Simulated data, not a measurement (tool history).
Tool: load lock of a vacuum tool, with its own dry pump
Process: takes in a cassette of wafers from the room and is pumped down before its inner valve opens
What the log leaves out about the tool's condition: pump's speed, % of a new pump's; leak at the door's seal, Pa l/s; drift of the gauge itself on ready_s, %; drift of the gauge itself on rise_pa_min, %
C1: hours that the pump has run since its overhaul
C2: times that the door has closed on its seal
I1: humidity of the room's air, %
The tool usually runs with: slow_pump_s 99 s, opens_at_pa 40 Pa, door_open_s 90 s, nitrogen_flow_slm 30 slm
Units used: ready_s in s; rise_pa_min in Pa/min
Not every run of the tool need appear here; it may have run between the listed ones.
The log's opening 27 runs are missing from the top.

Run 28, day 111.721: usual settings but slow_pump_s 77 s, opens_at_pa 51 Pa, door_open_s 101 s, nitrogen_flow_slm 8 slm; C1 8393; C2 10030; I1 43.8. Result: ready_s 163.6 s, rise_pa_min 0.023 Pa/min.
Run 29, day 117.225: usual settings but slow_pump_s 108 s, opens_at_pa 70 Pa, door_open_s 95 s, nitrogen_flow_slm 4 slm; C1 8525; C2 10235; I1 44.5. Result: ready_s 182.2 s, rise_pa_min 0.029 Pa/min.
Run 30, day 121.2: usual settings but slow_pump_s 108 s, opens_at_pa 70 Pa, door_open_s 214 s, nitrogen_flow_slm 4 slm; C1 8621; C2 10383; I1 43.1. Result: ready_s 181.9 s, rise_pa_min 0.044 Pa/min.
Run 31, day 126.467: usual settings but slow_pump_s 112 s, opens_at_pa 70 Pa, door_open_s 71 s, nitrogen_flow_slm 4 slm; C1 8747; C2 10579; I1 47.5. Result: ready_s 184.6 s, rise_pa_min 0.025 Pa/min.
Run 32, day 132.379: usual settings but slow_pump_s 112 s, opens_at_pa 70 Pa, door_open_s 71 s, nitrogen_flow_slm 4 slm; C1 8889; C2 10798; I1 44.8. Result: ready_s 183.4 s, rise_pa_min 0.024 Pa/min.
Run 33, day 137.562: usual settings but slow_pump_s 112 s, opens_at_pa 70 Pa, door_open_s 71 s, nitrogen_flow_slm 4 slm; C1 9013; C2 10991; I1 46. Result: ready_s 185.6 s, rise_pa_min 0.026 Pa/min.
Run 34, day 141.242: usual settings but opens_at_pa 35 Pa, door_open_s 84 s, nitrogen_flow_slm 34 slm; C1 9102; C2 11128; I1 46.3. Result: ready_s 185.8 s, rise_pa_min 0.017 Pa/min.
Run 35, day 144.3: usual settings but slow_pump_s 75 s, opens_at_pa 31 Pa, door_open_s 84 s, nitrogen_flow_slm 11 slm; C1 9175; C2 11242; I1 43.7. Result: ready_s 167.8 s, rise_pa_min 0.024 Pa/min.
Run 36, day 150.017: usual settings but slow_pump_s 112 s, opens_at_pa 41 Pa, door_open_s 239 s; C1 9312; C2 11454; I1 46.9. Result: ready_s 189.9 s, rise_pa_min 0.023 Pa/min.

4 options for the next run, each taken on its own from the tool as it stands now. Forecast them:
Run A, day 155.317: usual settings but slow_pump_s 81 s, opens_at_pa 41 Pa, door_open_s 43 s; C1 9439; C2 11651; I1 46.6. Result: ready_s ?, rise_pa_min ?.
Run B, day 155.317: usual settings but slow_pump_s 61 s, opens_at_pa 43 Pa, door_open_s 81 s; C1 9439; C2 11651; I1 44.4. Result: ready_s ?, rise_pa_min ?.
Run C, day 155.317: usual settings but slow_pump_s 52 s, opens_at_pa 37 Pa, door_open_s 239 s, nitrogen_flow_slm 14 slm; C1 9439; C2 11651; I1 41.1. Result: ready_s ?, rise_pa_min ?.
Run D, day 155.317: usual settings but slow_pump_s 112 s, opens_at_pa 41 Pa, door_open_s 239 s, nitrogen_flow_slm 31 slm; C1 9439; C2 11651; I1 45.8. Result: ready_s ?, rise_pa_min ?.

run  ready_s  rise_pa_min
  A    169.5        0.011
  B    154.5        0.018
  C    151.8        0.028
  D    192.5        0.021
Stripped of hidden state, with their random variation kept, the same runs would have yielded:
run  ready_s  rise_pa_min
  A    169.4        0.011
  B    154.5        0.017
  C    151.8        0.028
  D    192.5         0.02

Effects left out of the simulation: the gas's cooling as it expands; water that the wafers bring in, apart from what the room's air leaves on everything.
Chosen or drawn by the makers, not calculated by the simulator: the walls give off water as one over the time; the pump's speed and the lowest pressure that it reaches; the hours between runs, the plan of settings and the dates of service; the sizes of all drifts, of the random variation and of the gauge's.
